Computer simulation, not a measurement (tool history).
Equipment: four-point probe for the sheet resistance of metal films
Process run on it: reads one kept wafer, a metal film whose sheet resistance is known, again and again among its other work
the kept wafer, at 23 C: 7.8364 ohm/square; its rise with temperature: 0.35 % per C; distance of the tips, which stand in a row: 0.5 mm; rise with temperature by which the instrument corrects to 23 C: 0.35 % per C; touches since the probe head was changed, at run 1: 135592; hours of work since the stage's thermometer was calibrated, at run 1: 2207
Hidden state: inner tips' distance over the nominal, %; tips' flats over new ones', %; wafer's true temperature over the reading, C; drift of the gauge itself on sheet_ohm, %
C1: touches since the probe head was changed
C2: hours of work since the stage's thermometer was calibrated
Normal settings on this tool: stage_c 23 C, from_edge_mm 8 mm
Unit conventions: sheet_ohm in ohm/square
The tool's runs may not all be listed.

Run 1, hour 0: usual settings; C1 135592; C2 2207. Result: sheet_ohm 7.912708 ohm/square.
Run 2, hour 51.9: usual settings but stage_c 29 C; C1 137806; C2 2233. Result: sheet_ohm 7.908504 ohm/square.
Run 3, hour 118.3: usual settings; C1 140639; C2 2266. Result: sheet_ohm 7.91452 ohm/square.
Run 4, hour 226.8: usual settings; C1 145267; C2 2320. Result: sheet_ohm 7.919991 ohm/square.
Run 5, hour 292.8: usual settings; C1 148080; C2 2353. Result: sheet_ohm 7.920354 ohm/square.
Run 6, hour 375.6: usual settings; C1 151611; C2 2394. Result: sheet_ohm 7.923782 ohm/square.
At hour 415.9: new probe head fitted.
Run 7, hour 448: usual settings but stage_c 30 C; C1 1371; C2 2429. Result: sheet_ohm 7.842005 ohm/square.
Run 8, hour 514.4: usual settings but stage_c 30 C; C1 4202; C2 2462. Result: sheet_ohm 7.845329 ohm/square.
Run 9, hour 613.8: usual settings but stage_c 30 C; C1 8444; C2 2512. Result: sheet_ohm 7.848427 ohm/square.
Run 10, hour 712.3: usual settings but stage_c 31 C; C1 12643; C2 2561. Result: sheet_ohm 7.849303 ohm/square.
Run 11, hour 824: usual settings but stage_c 31 C; C1 17406; C2 2616. Result: sheet_ohm 7.853067 ohm/square.
Run 12, hour 912.6: usual settings but stage_c 31 C; C1 21186; C2 2660. Result: sheet_ohm 7.855607 ohm/square.
Run 13, hour 958.4: usual settings but stage_c 30 C; C1 23142; C2 2683. Result: sheet_ohm 7.854318 ohm/square.
Run 14, hour 1011.1: usual settings; C1 25389; C2 2709. Result: sheet_ohm 7.859113 ohm/square.
Run 15, hour 1113.3: usual settings; C1 29748; C2 2760. Result: sheet_ohm 7.862444 ohm/square.
Run 16, hour 1200: usual settings; C1 33446; C2 2803. Result: sheet_ohm 7.86065 ohm/square.
Run 17, hour 1301.9: usual settings; C1 37791; C2 2854. Result: sheet_ohm 7.869199 ohm/square.
Run 18, hour 1371.5: usual settings; C1 40759; C2 2888. Result: sheet_ohm 7.869359 ohm/square.
At hour 1465.1: stage's thermometer calibrated.
Run 19, hour 1465.1: usual settings; C1 44730; C2 0. Result: sheet_ohm 7.843262 ohm/square.
Run 20, hour 1532.5: usual settings but stage_c 20 C; C1 47608; C2 34. Result: sheet_ohm 7.845458 ohm/square.
Run 21, hour 1595.3: usual settings but stage_c 20 C; C1 50283; C2 65. Result: sheet_ohm 7.848852 ohm/square.
Run 22, hour 1685.6: usual settings but stage_c 20 C, from_edge_mm 5 mm; C1 54136; C2 110. Result: sheet_ohm 7.875995 ohm/square.
Run 23, hour 1734: usual settings but stage_c 20 C, from_edge_mm 5 mm; C1 56200; C2 134. Result: sheet_ohm 7.876479 ohm/square.
Run 24, hour 1785.7: usual settings but stage_c 20 C, from_edge_mm 5 mm; C1 58406; C2 159. Result: sheet_ohm 7.878583 ohm/square.
Run 25, hour 1837.6: usual settings but stage_c 27 C, from_edge_mm 4 mm; C1 60617; C2 185. Result: sheet_ohm 7.897747 ohm/square.
Run 26, hour 1946.4: usual settings but stage_c 35 C, from_edge_mm 4 mm; C1 65259; C2 239. Result: sheet_ohm 7.897982 ohm/square.
Run 27, hour 2008.5: usual settings but stage_c 26 C, from_edge_mm 24 mm; C1 67906; C2 270. Result: sheet_ohm 7.84151 ohm/square.
Run 28, hour 2060.3: usual settings but stage_c 19 C, from_edge_mm 24 mm; C1 70119; C2 296. Result: sheet_ohm 7.845109 ohm/square.
Run 29, hour 2151.7: usual settings but stage_c 34 C, from_edge_mm 28 mm; C1 74014; C2 341. Result: sheet_ohm 7.838679 ohm/square.
Run 30, hour 2220.5: usual settings but stage_c 22 C, from_edge_mm 48 mm; C1 76949; C2 375. Result: sheet_ohm 7.848965 ohm/square.
Run 31, hour 2310.5: usual settings but stage_c 22 C, from_edge_mm 11 mm; C1 80787; C2 420. Result: sheet_ohm 7.859519 ohm/square.
Run 32, hour 2365.4: usual settings but stage_c 20 C, from_edge_mm 58 mm; C1 83129; C2 447. Result: sheet_ohm 7.849332 ohm/square.
Run 33, hour 2458.9: usual settings but stage_c 20 C, from_edge_mm 45 mm; C1 87117; C2 494. Result: sheet_ohm 7.852797 ohm/square.
Run 34, hour 2543.6: usual settings but stage_c 20 C, from_edge_mm 45 mm; C1 90731; C2 536. Result: sheet_ohm 7.853228 ohm/square.
Run 35, hour 2654.9: usual settings but stage_c 20 C, from_edge_mm 45 mm; C1 95478; C2 591. Result: sheet_ohm 7.858365 ohm/square.
Run 36, hour 2731.9: usual settings but stage_c 21 C, from_edge_mm 4 mm; C1 98764; C2 630. Result: sheet_ohm 7.922662 ohm/square.
Run 37, hour 2790.5: usual settings but stage_c 21 C, from_edge_mm 4 mm; C1 101260; C2 659. Result: sheet_ohm 7.926533 ohm/square.
Run 38, hour 2894.4: usual settings but stage_c 34 C, from_edge_mm 7 mm; C1 105695; C2 710. Result: sheet_ohm 7.878067 ohm/square.
Run 39, hour 2986.6: usual settings but stage_c 26 C, from_edge_mm 4 mm; C1 109627; C2 756. Result: sheet_ohm 7.930254 ohm/square.
Run 40, hour 3074: usual settings but from_edge_mm 26 mm; C1 113353; C2 799. Result: sheet_ohm 7.867219 ohm/square.
Run 41, hour 3166.2: usual settings but stage_c 30 C, from_edge_mm 61 mm; C1 117285; C2 845. Result: sheet_ohm 7.865247 ohm/square.
Run 42, hour 3234.3: usual settings but stage_c 30 C, from_edge_mm 61 mm; C1 120193; C2 879. Result: sheet_ohm 7.864498 ohm/square.
Run 43, hour 3308: usual settings but stage_c 30 C, from_edge_mm 61 mm; C1 123335; C2 916. Result: sheet_ohm 7.866471 ohm/square.
Run 44, hour 3401.6: usual settings but stage_c 34 C, from_edge_mm 4 mm; C1 127328; C2 962. Result: sheet_ohm 7.931173 ohm/square.
Run 45, hour 3514.2: usual settings but stage_c 20 C, from_edge_mm 3 mm; C1 132128; C2 1018. Result: sheet_ohm 7.993533 ohm/square.

A few steps of sheet_ohm between consecutive runs. Split each: what settings, incoming material and random variation would produce without the hidden state, and what is left over for the hidden state, along with gauge scatter present in only one of the two compared results (measured, and without hidden state):
Run 6 -> 7: stage_c 23 -> 30, new probe head fitted. sheet_ohm -0.081777 ohm/square: hidden state -0.074676, all else -0.007101.
Run 18 -> 19: stage's thermometer calibrated. sheet_ohm -0.026097 ohm/square: hidden state -0.024808, all else -0.001289.
Run 35 -> 36: stage_c 20 -> 21, from_edge_mm 45 -> 4. sheet_ohm +0.064297 ohm/square: hidden state +0.002052, all else +0.062245.
Run 43 -> 44: stage_c 30 -> 34, from_edge_mm 61 -> 4. sheet_ohm +0.064702 ohm/square: hidden state +0.002389, all else +0.062313.
Run 44 -> 45: stage_c 34 -> 20, from_edge_mm 4 -> 3. sheet_ohm +0.06236 ohm/square: hidden state +0.003327, all else +0.059033.
